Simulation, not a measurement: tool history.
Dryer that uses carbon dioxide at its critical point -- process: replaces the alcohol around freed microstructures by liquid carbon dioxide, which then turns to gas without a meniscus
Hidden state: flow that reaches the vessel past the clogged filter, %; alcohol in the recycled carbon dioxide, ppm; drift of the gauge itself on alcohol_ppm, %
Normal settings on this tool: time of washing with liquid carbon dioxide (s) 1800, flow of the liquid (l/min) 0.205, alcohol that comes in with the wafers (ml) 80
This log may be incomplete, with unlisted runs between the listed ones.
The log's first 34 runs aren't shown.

| run | day | time of washing with liquid carbon dioxide (s) | flow of the liquid (l/min) | alcohol that comes in with the wafers (ml) | hours of work since the filter was changed | hours of work since the purifier's bed was changed | alcohol left in the vessel before it's heated (ppm by volume) |
|---|---|---|---|---|---|---|---|
| 35 | 10.121 | 1800 | 0.126 | 26 | 123 | 461 | 1043 |
| 36 | 10.35 | 1800 | 0.126 | 26 | 127 | 465 | 1010 |
| 37 | 10.662 | 2220 | 0.187 | 100 | 133 | 471 | 318 |
| 38 | 10.875 | 2040 | 0.205 | 53 | 137 | 475 | 193 |
| 39 | 11.067 | 1140 | 0.164 | 53 | 140 | 478 | 3708 |
| 40 | 11.392 | 1140 | 0.164 | 53 | 146 | 484 | 3562 |
| 41 | 11.575 | 1140 | 0.164 | 53 | 149 | 487 | 3702 |
| 42 | 11.808 | 1140 | 0.164 | 53 | 153 | 491 | 3663 |
| 43 | 11.971 | 1320 | 0.333 | 42 | 156 | 494 | 143 |
| 44 | 12.15 | 1200 | 0.333 | 42 | 159 | 497 | 211 |
| 45 | 12.35 | 2040 | 0.333 | 92 | 163 | 501 | 69 |
| 46 | 12.55 | 1620 | 0.333 | 86 | 166 | 504 | 105 |
| 47 | 12.9 | 1620 | 0.333 | 86 | 173 | 510 | 113 |
| 48 | 13.167 | 1620 | 0.333 | 86 | 177 | 515 | 113 |

Here are 3 independent what-if runs from the current tool condition. What would each one return?
| A | 13.421 | 1620 | 0.177 | 86 | 182 | 520 | ? |
| B | 13.421 | 1620 | 0.333 | 61 | 182 | 520 | ? |
| C | 13.421 | 1380 | 0.333 | 86 | 182 | 520 | ? |

| run | alcohol left in the vessel before it's heated (ppm by volume) |
|---|---|
| A | 1504 |
| B | 89 |
| C | 210 |
Stripped of hidden state, with their random variation kept, the same runs would have yielded:
| run | alcohol left in the vessel before it's heated (ppm by volume) |
|---|---|
| A | 1130 |
| B | 15 |
| C | 102 |
